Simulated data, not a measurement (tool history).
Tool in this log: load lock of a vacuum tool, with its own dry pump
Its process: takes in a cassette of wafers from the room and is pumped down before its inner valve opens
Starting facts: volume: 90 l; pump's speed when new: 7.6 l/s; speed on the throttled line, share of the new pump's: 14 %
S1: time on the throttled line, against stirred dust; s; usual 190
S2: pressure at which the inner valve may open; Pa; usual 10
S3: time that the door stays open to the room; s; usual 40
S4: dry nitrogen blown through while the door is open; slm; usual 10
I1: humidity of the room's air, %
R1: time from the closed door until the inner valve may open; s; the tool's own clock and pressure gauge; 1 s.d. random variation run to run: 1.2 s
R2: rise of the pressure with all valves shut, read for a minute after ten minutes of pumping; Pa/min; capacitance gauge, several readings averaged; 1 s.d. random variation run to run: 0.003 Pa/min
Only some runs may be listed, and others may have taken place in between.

Run 1, hour 0: usual settings; I1 45.3. Result: R1 277 s, R2 0.207 Pa/min.
Run 2, hour 297.4: usual settings but S1 232 s; I1 49.2. Result: R1 312.3 s, R2 0.219 Pa/min.
Run 3, hour 530.5: usual settings but S1 232 s; I1 45.7. Result: R1 312.3 s, R2 0.228 Pa/min.
Run 4, hour 890.3: usual settings but S1 232 s; I1 46.7. Result: R1 311.3 s, R2 0.239 Pa/min.
Run 5, hour 1180.1: usual settings but S1 232 s, S2 9 Pa; I1 45.9. Result: R1 312.5 s, R2 0.253 Pa/min.
Run 6, hour 1657.6: usual settings but S1 232 s, S2 9 Pa; I1 44.5. Result: R1 315.2 s, R2 0.265 Pa/min.
Run 7, hour 2036.5: usual settings; I1 45.4. Result: R1 277.5 s, R2 0.29 Pa/min.
Run 8, hour 2446.3: usual settings but S3 42 s; I1 44.6. Result: R1 276.9 s, R2 0.297 Pa/min.
Run 9, hour 2734: usual settings but S1 252 s, S3 42 s; I1 40.2. Result: R1 330.2 s, R2 0.306 Pa/min.
Run 10, hour 3181.4: usual settings; I1 44.6. Result: R1 279.4 s, R2 0.325 Pa/min.
Run 11, hour 3486.6: usual settings; I1 46. Result: R1 278.5 s, R2 0.344 Pa/min.
Run 12, hour 3966.6: usual settings; I1 44.3. Result: R1 276.8 s, R2 0.357 Pa/min.
Run 13, hour 4399: usual settings; I1 44. Result: R1 279 s, R2 0.393 Pa/min.
Run 14, hour 4897.7: usual settings but S2 12 Pa, S4 41 slm; I1 42.2. Result: R1 278.7 s, R2 0.402 Pa/min.
Run 15, hour 5172.9: usual settings but S1 199 s, S2 12 Pa, S4 6 slm; I1 42.3. Result: R1 285.9 s, R2 0.433 Pa/min.
Run 16, hour 5634.3: usual settings but S1 199 s, S2 12 Pa, S4 6 slm; I1 45.4. Result: R1 287.6 s, R2 0.443 Pa/min.
Run 17, hour 5945.3: usual settings but S1 199 s, S2 12 Pa, S4 6 slm; I1 46.2. Result: R1 286.7 s, R2 0.469 Pa/min.
Run 18, hour 6379: usual settings but S1 286 s, S2 8 Pa, S3 53 s; I1 46.5. Result: R1 365 s, R2 0.488 Pa/min.
Run 19, hour 6844.2: usual settings but S1 286 s, S2 8 Pa, S3 110 s, S4 16 slm; I1 44.2. Result: R1 364.8 s, R2 0.528 Pa/min.
Run 20, hour 7141.3: usual settings but S1 157 s, S2 15 Pa, S3 38 s, S4 16 slm; I1 44. Result: R1 248 s, R2 0.51 Pa/min.
Run 21, hour 7577.5: usual settings but S4 39 slm; I1 47.8. Result: R1 279.5 s, R2 0.549 Pa/min.
Run 22, hour 7873.4: usual settings but S1 168 s, S2 17 Pa; I1 41.7. Result: R1 255.2 s, R2 0.578 Pa/min.
Run 23, hour 8116.6: usual settings but S1 226 s, S2 13 Pa, S3 173 s, S4 13 slm; I1 46.6. Result: R1 309 s, R2 0.611 Pa/min.

Expected results for the next run?
Run 24, hour 8552.1: usual settings but S1 226 s, S2 7 Pa, S3 102 s, S4 13 slm; I1 43.9. Result: R1 ?, R2 ?.

Run 24 gave R1 319.2 s, R2 0.623 Pa/min.
If the tool had no hidden condition, the same run with the same run-to-run variation would have returned R1 311.6 s, R2 0.045 Pa/min.
